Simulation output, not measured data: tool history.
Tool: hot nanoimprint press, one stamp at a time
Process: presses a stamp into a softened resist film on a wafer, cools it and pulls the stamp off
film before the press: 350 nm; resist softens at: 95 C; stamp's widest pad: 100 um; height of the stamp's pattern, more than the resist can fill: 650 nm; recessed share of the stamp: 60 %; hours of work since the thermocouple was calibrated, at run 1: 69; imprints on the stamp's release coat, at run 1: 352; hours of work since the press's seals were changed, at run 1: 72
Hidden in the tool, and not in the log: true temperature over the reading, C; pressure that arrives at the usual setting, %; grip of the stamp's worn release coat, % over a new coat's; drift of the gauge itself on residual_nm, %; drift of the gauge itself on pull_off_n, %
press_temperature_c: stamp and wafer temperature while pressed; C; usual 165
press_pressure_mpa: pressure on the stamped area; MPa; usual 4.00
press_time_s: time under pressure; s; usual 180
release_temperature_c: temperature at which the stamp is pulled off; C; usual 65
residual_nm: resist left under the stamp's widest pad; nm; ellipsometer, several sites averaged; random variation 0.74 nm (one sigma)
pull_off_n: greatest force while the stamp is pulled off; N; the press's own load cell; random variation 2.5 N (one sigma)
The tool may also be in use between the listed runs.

| run | hour | press_temperature_c | press_pressure_mpa | press_time_s | release_temperature_c | hours of work since the thermocouple was calibrated | imprints on the stamp's release coat | hours of work since the press's seals were changed | residual_nm | pull_off_n |
|---|---|---|---|---|---|---|---|---|---|---|
| 1 | 0.0 | 165 | 4.00 | 180 | 65 | 69 | 352 | 72 | 196.3 | 209 |
| 2 | 5.4 | 165 | 4.00 | 180 | 67 | 73 | 368 | 75 | 197.1 | 205 |
| 3 | 10.8 | 165 | 4.00 | 180 | 69 | 76 | 384 | 79 | 197.0 | 200 |
| 4 | 17.6 | 165 | 4.10 | 180 | 65 | 81 | 404 | 83 | 194.8 | 212 |
| 5 | 22.3 | 165 | 4.00 | 267 | 65 | 84 | 417 | 86 | 172.0 | 210 |
| 6 | 26.6 | 165 | 4.00 | 180 | 68 | 87 | 430 | 89 | 196.4 | 199 |
| 7 | 34.7 | 165 | 4.00 | 180 | 65 | 92 | 454 | 94 | 196.9 | 210 |
| 8 | 42.2 | 165 | 4.00 | 180 | 65 | 97 | 476 | 99 | 194.6 | 211 |
| 9 | 48.8 | 165 | 4.00 | 180 | 65 | 101 | 495 | 103 | 196.4 | 211 |
| 10 | 52.9 | 165 | 4.00 | 180 | 65 | 104 | 507 | 106 | 195.1 | 216 |
| 11 | 61.5 | 165 | 4.00 | 180 | 65 | 109 | 532 | 111 | 194.9 | 215 |
| 12 | 68.4 | 165 | 4.00 | 180 | 56 | 114 | 552 | 116 | 196.6 | 238 |
| 13 | 78.1 | 165 | 4.00 | 180 | 60 | 120 | 580 | 122 | 193.8 | 230 |
| 14 | 84.7 | 165 | 4.00 | 180 | 60 | 124 | 600 | 126 | 195.4 | 233 |
| 15 | 93.0 | 165 | 4.00 | 141 | 65 | 129 | 624 | 132 | 210.6 | 217 |
| 16 | 98.5 | 165 | 4.00 | 141 | 65 | 133 | 640 | 135 | 210.3 | 212 |
| 17 | 107.2 | 156 | 4.00 | 180 | 65 | 139 | 665 | 141 | 255.4 | 212 |
| 18 | 113.3 | 165 | 2.95 | 180 | 70 | 143 | 683 | 145 | 219.9 | 196 |
| 19 | 123.3 | 165 | 3.18 | 260 | 71 | 149 | 712 | 151 | 190.5 | 196 |
|  | 135.6 | stamp cleaned and given a new release coat |
| 20 | 138.5 | 165 | 3.18 | 260 | 71 | 155 | 8 | 157 | 190.6 | 189 |
| 21 | 145.1 | 177 | 3.20 | 164 | 60 | 159 | 27 | 161 | 151.8 | 226 |
| 22 | 149.8 | 165 | 4.00 | 297 | 65 | 162 | 41 | 164 | 163.2 | 215 |
| 23 | 159.7 | 165 | 4.00 | 297 | 65 | 169 | 70 | 171 | 164.2 | 209 |
| 24 | 166.1 | 165 | 4.00 | 297 | 65 | 173 | 89 | 175 | 163.3 | 210 |
| 25 | 173.2 | 165 | 2.99 | 297 | 51 | 177 | 109 | 179 | 185.1 | 257 |
| 26 | 182.6 | 166 | 3.34 | 297 | 55 | 183 | 137 | 186 | 171.0 | 246 |
| 27 | 191.3 | 166 | 5.67 | 105 | 55 | 189 | 162 | 191 | 193.4 | 241 |
| 28 | 197.8 | 166 | 5.67 | 105 | 55 | 193 | 181 | 195 | 194.3 | 247 |
| 29 | 206.0 | 161 | 3.42 | 110 | 54 | 199 | 205 | 201 | 258.1 | 251 |

4 ways to go on from here, each from the tool as it stands after run 29. What would each give?
| A | 213.3 | 161 | 3.42 | 240 | 54 | 203 | 226 | 205 | ? | ? |
| B | 213.3 | 165 | 4.00 | 184 | 65 | 203 | 226 | 205 | ? | ? |
| C | 213.3 | 171 | 4.00 | 173 | 57 | 203 | 226 | 205 | ? | ? |
| D | 213.3 | 171 | 5.33 | 109 | 65 | 203 | 226 | 205 | ? | ? |

| run | residual_nm | pull_off_n |
|---|---|---|
| A | 211.4 | 245 |
| B | 192.3 | 213 |
| C | 162.6 | 240 |
| D | 167.7 | 214 |
Without the tool's hidden state the same runs would have given:
| run | residual_nm | pull_off_n |
|---|---|---|
| A | 215.3 | 244 |
| B | 195.8 | 213 |
| C | 165.6 | 240 |
| D | 170.7 | 214 |

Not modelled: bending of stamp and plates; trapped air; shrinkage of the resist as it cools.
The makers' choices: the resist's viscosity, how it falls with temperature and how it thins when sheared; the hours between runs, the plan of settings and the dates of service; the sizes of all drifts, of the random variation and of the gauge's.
